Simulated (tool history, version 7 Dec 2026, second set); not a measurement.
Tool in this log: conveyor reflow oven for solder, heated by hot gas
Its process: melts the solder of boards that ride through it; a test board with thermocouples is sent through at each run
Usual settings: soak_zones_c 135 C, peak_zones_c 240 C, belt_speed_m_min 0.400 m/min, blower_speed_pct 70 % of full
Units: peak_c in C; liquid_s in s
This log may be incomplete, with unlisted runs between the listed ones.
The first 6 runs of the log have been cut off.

| run | hour | soak_zones_c | peak_zones_c | belt_speed_m_min | blower_speed_pct | hours of work since the flux was cleaned out | hours of work since the belt drive was overhauled | hours of work since the thermocouples were changed | peak_c | liquid_s |
|---|---|---|---|---|---|---|---|---|---|---|
| 7 | 140.2 | 135 | 240 | 0.464 | 70 | 120 | 270 | 186 | 221.3 | 80.3 |
| 8 | 155.5 | 135 | 240 | 0.400 | 70 | 130 | 280 | 195 | 225.9 | 99.4 |
| 9 | 183.0 | 135 | 240 | 0.438 | 70 | 148 | 298 | 213 | 222.6 | 87.1 |
| 10 | 214.0 | 135 | 240 | 0.438 | 70 | 168 | 318 | 234 | 222.5 | 87.6 |
|  | 229.8 | flux residue cleaned out of gas plates and filters |
| 11 | 247.9 | 135 | 240 | 0.438 | 70 | 12 | 337 | 252 | 223.2 | 88.0 |
| 12 | 275.6 | 135 | 240 | 0.438 | 70 | 30 | 355 | 270 | 222.9 | 88.2 |
| 13 | 304.9 | 135 | 240 | 0.438 | 70 | 49 | 374 | 290 | 223.4 | 88.1 |
| 14 | 335.8 | 135 | 240 | 0.400 | 70 | 69 | 394 | 310 | 225.6 | 99.4 |
| 15 | 362.5 | 135 | 240 | 0.400 | 70 | 86 | 412 | 327 | 225.8 | 99.6 |
| 16 | 375.9 | 135 | 240 | 0.427 | 62 | 95 | 421 | 336 | 222.1 | 89.4 |
| 17 | 389.5 | 135 | 240 | 0.448 | 70 | 104 | 429 | 345 | 221.5 | 84.0 |
| 18 | 403.8 | 140 | 253 | 0.400 | 58 | 113 | 439 | 354 | 236.9 | 110.6 |
| 19 | 430.1 | 140 | 253 | 0.400 | 58 | 130 | 456 | 371 | 237.2 | 110.7 |
| 20 | 448.2 | 140 | 253 | 0.400 | 58 | 142 | 468 | 383 | 236.1 | 110.9 |
| 21 | 472.9 | 140 | 253 | 0.400 | 58 | 158 | 484 | 399 | 236.5 | 111.0 |
| 22 | 492.6 | 135 | 241 | 0.367 | 51 | 171 | 497 | 412 | 225.8 | 108.9 |
|  | 504.2 | flux residue cleaned out of gas plates and filters |
| 23 | 516.6 | 135 | 241 | 0.367 | 51 | 8 | 509 | 424 | 226.4 | 109.3 |
| 24 | 540.6 | 134 | 240 | 0.386 | 70 | 24 | 524 | 440 | 226.2 | 103.8 |
| 25 | 561.0 | 136 | 240 | 0.386 | 73 | 37 | 538 | 453 | 226.7 | 105.0 |
| 26 | 588.5 | 134 | 240 | 0.321 | 70 | 55 | 556 | 471 | 230.8 | 130.8 |
| 27 | 603.3 | 135 | 240 | 0.400 | 55 | 65 | 565 | 481 | 223.5 | 96.6 |
| 28 | 635.0 | 135 | 240 | 0.400 | 55 | 85 | 586 | 501 | 222.7 | 96.6 |
| 29 | 656.5 | 135 | 240 | 0.343 | 55 | 99 | 600 | 515 | 228.4 | 118.8 |
| 30 | 683.1 | 135 | 240 | 0.360 | 74 | 116 | 617 | 532 | 227.6 | 114.1 |

Each row is a separate what-if for the run after 30, all from the same tool condition, not one after another. Results?
| A | 707.1 | 135 | 240 | 0.400 | 71 | 132 | 633 | 548 | ? | ? |
| B | 707.1 | 130 | 240 | 0.360 | 76 | 132 | 633 | 548 | ? | ? |
| C | 707.1 | 134 | 229 | 0.400 | 81 | 132 | 633 | 548 | ? | ? |
| D | 707.1 | 122 | 240 | 0.352 | 73 | 132 | 633 | 548 | ? | ? |

| run | peak_c | liquid_s |
|---|---|---|
| A | 225.2 | 98.9 |
| B | 227.6 | 111.3 |
| C | 215.6 | 89.0 |
| D | 227.2 | 109.6 |
With the hidden condition removed and each run's random variation left untouched, the same runs would have given:
| run | peak_c | liquid_s |
|---|---|---|
| A | 227.1 | 99.8 |
| B | 229.6 | 112.1 |
| C | 217.5 | 90.6 |
| D | 229.1 | 110.6 |
